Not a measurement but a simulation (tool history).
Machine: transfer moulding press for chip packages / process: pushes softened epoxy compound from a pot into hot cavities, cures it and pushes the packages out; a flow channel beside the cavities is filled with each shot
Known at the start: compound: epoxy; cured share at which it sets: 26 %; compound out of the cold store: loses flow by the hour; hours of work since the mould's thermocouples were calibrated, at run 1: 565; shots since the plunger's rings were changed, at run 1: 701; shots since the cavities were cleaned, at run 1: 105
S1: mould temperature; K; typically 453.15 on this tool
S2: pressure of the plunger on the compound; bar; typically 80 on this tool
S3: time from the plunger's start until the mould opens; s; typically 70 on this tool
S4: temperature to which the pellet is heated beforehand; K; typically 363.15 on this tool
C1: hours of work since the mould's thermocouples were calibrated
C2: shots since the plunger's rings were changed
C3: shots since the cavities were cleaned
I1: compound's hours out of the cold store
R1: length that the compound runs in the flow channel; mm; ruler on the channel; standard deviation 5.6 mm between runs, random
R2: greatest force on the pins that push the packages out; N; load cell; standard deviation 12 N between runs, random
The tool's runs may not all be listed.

| run | hour | S1 | S2 | S3 | S4 | C1 | C2 | C3 | I1 | R1 | R2 |
|---|---|---|---|---|---|---|---|---|---|---|---|
| 1 | 0 | 453.15 | 80 | 70 | 363.15 | 565 | 701 | 105 | 29.6 | 622 | 645 |
| 2 | 20.3 | 453.15 | 80 | 70 | 363.15 | 577 | 964 | 368 | 23.2 | 625 | 782 |
|  | 32 | cavities cleaned with cleaning compound and waxed |
| 3 | 52 | 453.15 | 80 | 70 | 363.15 | 596 | 1356 | 260 | 37.9 | 601 | 720 |
| 4 | 67.2 | 453.15 | 80 | 70 | 363.15 | 605 | 1553 | 457 | 43.6 | 578 | 757 |
|  | 70.7 | cavities cleaned with cleaning compound and waxed |
| 5 | 83.5 | 453.15 | 80 | 70 | 363.15 | 614 | 1745 | 165 | 28.9 | 603 | 700 |
| 6 | 99.2 | 453.15 | 80 | 70 | 363.15 | 624 | 1949 | 369 | 33.2 | 600 | 740 |
|  | 110.6 | cavities cleaned with cleaning compound and waxed |
| 7 | 116.6 | 453.15 | 80 | 70 | 363.15 | 634 | 2155 | 77 | 28.8 | 608 | 669 |
| 8 | 139.3 | 453.15 | 80 | 70 | 363.15 | 648 | 2450 | 372 | 24.5 | 613 | 745 |
|  | 143.1 | mould's thermocouples calibrated |
|  | 153.8 | cavities cleaned with cleaning compound and waxed |
| 9 | 157.8 | 453.15 | 80 | 70 | 363.15 | 8 | 2645 | 52 | 24.2 | 613 | 648 |
| 10 | 185.9 | 453.15 | 85 | 70 | 363.15 | 26 | 3009 | 416 | 28.8 | 608 | 780 |
|  | 194.3 | cavities cleaned with cleaning compound and waxed |
| 11 | 209.4 | 453.15 | 85 | 70 | 363.15 | 39 | 3295 | 196 | 19.4 | 618 | 723 |
|  | 216.4 | mould's thermocouples calibrated, once more |
| 12 | 225.1 | 453.15 | 69 | 70 | 363.15 | 5 | 3473 | 374 | 18 | 568 | 745 |
|  | 235.6 | cavities cleaned with cleaning compound and waxed |
| 13 | 249 | 453.15 | 64.3 | 70 | 363.15 | 19 | 3764 | 174 | 36.7 | 509 | 643 |
|  | 276.1 | cavities cleaned with cleaning compound and waxed |
| 14 | 278 | 451.15 | 80 | 70 | 363.15 | 36 | 4120 | 24 | 44.9 | 551 | 645 |
| 15 | 303.6 | 453.15 | 80 | 78 | 363.15 | 52 | 4453 | 357 | 37 | 558 | 598 |
|  | 315.7 | cavities cleaned with cleaning compound and waxed |
| 16 | 334.9 | 453.15 | 80 | 67 | 363.15 | 70 | 4839 | 248 | 39.3 | 552 | 736 |
|  | 345.6 | plunger's sealing rings changed |
|  | 356.7 | cavities cleaned with cleaning compound and waxed |
| 17 | 362.1 | 453.15 | 70.6 | 104 | 363.15 | 85 | 195 | 70 | 40.3 | 563 | 479 |
| 18 | 379.1 | 453.15 | 83.9 | 104 | 357.15 | 95 | 415 | 290 | 27.4 | 640 | 534 |
| 19 | 393 | 459.15 | 89.4 | 70 | 363.15 | 104 | 595 | 470 | 36.8 | 626 | 611 |
|  | 397.6 | cavities cleaned with cleaning compound and waxed |
| 20 | 421.2 | 459.15 | 89.4 | 70 | 363.15 | 120 | 942 | 306 | 25.6 | 641 | 561 |
|  | 436.2 | cavities cleaned with cleaning compound and waxed |
| 21 | 452.1 | 459.15 | 89.4 | 70 | 363.15 | 138 | 1324 | 207 | 30.6 | 626 | 557 |
|  | 476.4 | cavities cleaned with cleaning compound and waxed |
| 22 | 486.6 | 452.15 | 60.3 | 64 | 365.15 | 159 | 1751 | 132 | 28.1 | 524 | 822 |

Estimate the outcome of run 23 from the log above:
| 23 | 500.5 | 458.15 | 80 | 70 | 354.15 | 167 | 1932 | 313 | 19.8 | ? | ? |

{"run 23": {"R1": 605, "R2": 593}}
The same run, on a tool lacking any hidden state, would have yielded R1 628 mm, R2 479 N.
